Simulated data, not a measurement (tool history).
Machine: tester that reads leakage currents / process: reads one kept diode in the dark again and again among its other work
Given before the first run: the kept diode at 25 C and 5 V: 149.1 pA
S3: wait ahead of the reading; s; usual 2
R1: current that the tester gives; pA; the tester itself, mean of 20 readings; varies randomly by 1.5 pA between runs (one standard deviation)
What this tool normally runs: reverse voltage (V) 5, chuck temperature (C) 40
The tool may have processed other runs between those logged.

{"run": 1, "hour": 0.0, "reverse voltage (V)": 5, "chuck temperature (C)": 40, "S3": 2, "R1": 589.32}
{"run": 2, "hour": 88.3, "reverse voltage (V)": 5, "chuck temperature (C)": 24, "S3": 2, "R1": 168.73}
{"run": 3, "hour": 164.8, "reverse voltage (V)": 5, "chuck temperature (C)": 24, "S3": 2, "R1": 171.08}
{"hour": 195.5, "done": "probe card cleaned and baked"}
{"hour": 197.5, "done": "chuck's temperature calibrated"}
{"run": 4, "hour": 261.7, "reverse voltage (V)": 5, "chuck temperature (C)": 40, "S3": 2, "R1": 519.24}
{"run": 5, "hour": 348.0, "reverse voltage (V)": 5, "chuck temperature (C)": 40, "S3": 2, "R1": 523.71}
{"run": 6, "hour": 435.2, "reverse voltage (V)": 5, "chuck temperature (C)": 40, "S3": 2, "R1": 529.46}
{"run": 7, "hour": 541.3, "reverse voltage (V)": 5, "chuck temperature (C)": 40, "S3": 2, "R1": 537.39}
{"run": 8, "hour": 642.9, "reverse voltage (V)": 5, "chuck temperature (C)": 31, "S3": 2, "R1": 270.85}
{"run": 9, "hour": 695.0, "reverse voltage (V)": 5, "chuck temperature (C)": 31, "S3": 2, "R1": 273.19}
{"hour": 767.3, "done": "probe card cleaned and baked, once more"}
{"run": 10, "hour": 806.2, "reverse voltage (V)": 5, "chuck temperature (C)": 31, "S3": 2, "R1": 265.33}
{"run": 11, "hour": 890.5, "reverse voltage (V)": 5, "chuck temperature (C)": 31, "S3": 2, "R1": 269.94}
{"run": 12, "hour": 958.8, "reverse voltage (V)": 5, "chuck temperature (C)": 31, "S3": 2, "R1": 271.3}
{"run": 13, "hour": 1045.3, "reverse voltage (V)": 5, "chuck temperature (C)": 31, "S3": 2, "R1": 273.68}
{"run": 14, "hour": 1102.9, "reverse voltage (V)": 5, "chuck temperature (C)": 47, "S3": 2, "R1": 946.38}
{"run": 15, "hour": 1153.9, "reverse voltage (V)": 7.29, "chuck temperature (C)": 47, "S3": 2, "R1": 1179.91}
{"run": 16, "hour": 1265.0, "reverse voltage (V)": 1.77, "chuck temperature (C)": 47, "S3": 0.32, "R1": 528.8}
{"run": 17, "hour": 1316.0, "reverse voltage (V)": 1.29, "chuck temperature (C)": 23, "S3": 9.14, "R1": 67.05}
{"run": 18, "hour": 1404.0, "reverse voltage (V)": 12.18, "chuck temperature (C)": 52, "S3": 9.14, "R1": 2334.92}
{"run": 19, "hour": 1490.8, "reverse voltage (V)": 12.18, "chuck temperature (C)": 54, "S3": 0.69, "R1": 2727.81}
{"run": 20, "hour": 1573.5, "reverse voltage (V)": 12.18, "chuck temperature (C)": 54, "S3": 0.69, "R1": 2721.6}
{"run": 21, "hour": 1684.7, "reverse voltage (V)": 2.85, "chuck temperature (C)": 54, "S3": 0.3, "R1": 1194.92}
{"hour": 1769.4, "done": "chuck's temperature calibrated"}
{"run": 22, "hour": 1769.4, "reverse voltage (V)": 4.23, "chuck temperature (C)": 35, "S3": 2, "R1": 318.74}
{"run": 23, "hour": 1838.0, "reverse voltage (V)": 16.54, "chuck temperature (C)": 45, "S3": 0.92, "R1": 1527.54}
{"run": 24, "hour": 1913.9, "reverse voltage (V)": 5, "chuck temperature (C)": 42, "S3": 1.22, "R1": 616.54}
{"run": 25, "hour": 1959.1, "reverse voltage (V)": 5, "chuck temperature (C)": 42, "S3": 0.5, "R1": 615.55}
{"run": 26, "hour": 2052.1, "reverse voltage (V)": 1.77, "chuck temperature (C)": 37, "S3": 2, "R1": 232.33}
{"run": 27, "hour": 2141.3, "reverse voltage (V)": 5.52, "chuck temperature (C)": 31, "S3": 1.24, "R1": 284.84}
{"run": 28, "hour": 2208.3, "reverse voltage (V)": 2.73, "chuck temperature (C)": 47, "S3": 0.65, "R1": 646.17}

What if the next run were any one of these 5? Each begins from the tool's condition after run 28:
{"run": "A", "hour": 2287.9, "reverse voltage (V)": 18.81, "chuck temperature (C)": 40, "S3": 2, "R1": "?"}
{"run": "B", "hour": 2287.9, "reverse voltage (V)": 9.94, "chuck temperature (C)": 21, "S3": 5.24, "R1": "?"}
{"run": "C", "hour": 2287.9, "reverse voltage (V)": 2.92, "chuck temperature (C)": 24, "S3": 0.89, "R1": "?"}
{"run": "D", "hour": 2287.9, "reverse voltage (V)": 2.73, "chuck temperature (C)": 55, "S3": 2.79, "R1": "?"}
{"run": "E", "hour": 2287.9, "reverse voltage (V)": 3.15, "chuck temperature (C)": 47, "S3": 0.65, "R1": "?"}

run=A R1=1196.56
run=B R1=185.41
run=C R1=113.88
run=D R1=1158.91
run=E R1=710.18
The same runs, with their run-to-run variation unchanged, on a tool lacking any hidden condition would have given:
run=A R1=1086.26
run=B R1=156.93
run=C R1=101.1
run=D R1=1080.11
run=E R1=658.02
